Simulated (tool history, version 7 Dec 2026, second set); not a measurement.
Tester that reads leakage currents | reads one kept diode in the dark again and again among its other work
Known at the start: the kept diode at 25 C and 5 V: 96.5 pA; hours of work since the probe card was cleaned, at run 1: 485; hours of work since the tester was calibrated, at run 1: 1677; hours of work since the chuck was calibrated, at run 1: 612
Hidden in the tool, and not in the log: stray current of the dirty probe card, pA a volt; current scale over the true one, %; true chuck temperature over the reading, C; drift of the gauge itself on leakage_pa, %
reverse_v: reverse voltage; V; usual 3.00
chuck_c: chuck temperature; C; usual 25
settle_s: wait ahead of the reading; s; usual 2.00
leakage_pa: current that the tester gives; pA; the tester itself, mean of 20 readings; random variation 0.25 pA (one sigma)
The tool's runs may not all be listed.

run	day	reverse_v	chuck_c	settle_s	hours of work since the probe card was cleaned	hours of work since the tester was calibrated	hours of work since the chuck was calibrated	leakage_pa
1	0.000	3.00	25	2.00	485	1677	612	78.59
2	1.221	3.00	25	0.88	502	1694	629	78.26
3	2.133	3.00	25	0.88	515	1707	642	77.91
4	3.238	3.00	25	0.88	530	1723	658	77.55
5	3.875	3.00	33	0.88	540	1732	667	166.00
6	4.625	3.00	33	0.88	550	1743	677	166.38
7	5.225	3.00	33	0.88	559	1751	686	165.10
8	6.288	3.00	33	0.88	574	1766	701	164.51
9	7.612	3.00	33	0.88	592	1785	720	164.40
10	8.692	3.00	33	0.88	608	1800	735	163.86
11	9.250	3.00	33	0.88	616	1808	743	163.81
12	10.558	3.00	33	0.88	634	1827	761	163.93
13	11.233	3.00	33	0.88	644	1836	771	164.15
# day 11.379: tester calibrated
14	12.221	3.00	25	2.00	657	12	784	76.53
15	13.162	3.00	25	0.78	670	25	797	76.89
# day 14.042: tester calibrated, once more
16	14.321	3.00	25	0.78	685	4	812	76.36
17	15.667	3.00	25	1.20	704	23	831	75.81
18	16.838	3.00	25	1.20	721	40	848	75.08
19	17.812	3.00	25	1.20	735	53	862	75.40
20	18.921	3.00	25	1.20	750	69	877	75.34
21	19.633	3.00	25	0.60	760	79	888	75.11
# day 19.804: chuck's temperature calibrated
22	20.396	3.00	25	0.60	770	89	8	82.65
23	21.221	3.00	25	0.60	782	101	20	82.37
24	22.138	3.00	25	0.60	795	114	33	82.46
25	22.754	3.00	25	0.60	803	122	42	82.37
26	23.808	1.62	25	2.00	818	137	57	66.84
27	24.488	1.62	36	2.00	828	147	66	187.62
28	25.438	1.62	36	2.00	841	160	80	186.56
29	26.717	4.38	36	0.72	860	178	98	257.84
30	27.796	10.49	46	4.13	875	194	113	821.58
31	28.908	6.00	51	1.12	891	209	129	1038.37
32	29.479	1.12	25	0.67	899	218	137	58.78
33	30.142	1.12	25	0.67	908	227	146	58.79
34	31.000	3.00	45	2.00	920	239	159	497.28
35	32.033	3.00	45	2.00	935	254	173	501.93
36	33.125	1.22	25	0.30	950	269	189	60.12
37	34.304	2.35	36	0.30	967	286	205	207.40
38	35.588	7.25	23	0.30	985	304	224	90.68
39	36.171	1.75	38	2.40	994	312	232	225.99
40	37.283	1.75	23	9.06	1009	328	248	55.36

Some steps in leakage_pa between neighbouring runs. How much of each would the tool show without its hidden state too (settings, what came in, random variation), and how much is left for the hidden state, with any gauge scatter that isn't in both results?
Run 29 -> 30: reverse_v 4.38 -> 10.49, chuck_c 36 -> 46, settle_s 0.72 -> 4.13. leakage_pa +563.74 pA: hidden state -6.98, all else +570.72.
Run 31 -> 32: reverse_v 6.00 -> 1.12, chuck_c 51 -> 25, settle_s 1.12 -> 0.67. leakage_pa -979.59 pA: hidden state +14.07, all else -993.66.
Run 33 -> 34: reverse_v 1.12 -> 3.00, chuck_c 25 -> 45, settle_s 0.67 -> 2.00. leakage_pa +438.49 pA: hidden state -8.16, all else +446.65.
Run 35 -> 36: reverse_v 3.00 -> 1.22, chuck_c 45 -> 25, settle_s 2.00 -> 0.30. leakage_pa -441.81 pA: hidden state +8.69, all else -450.50.
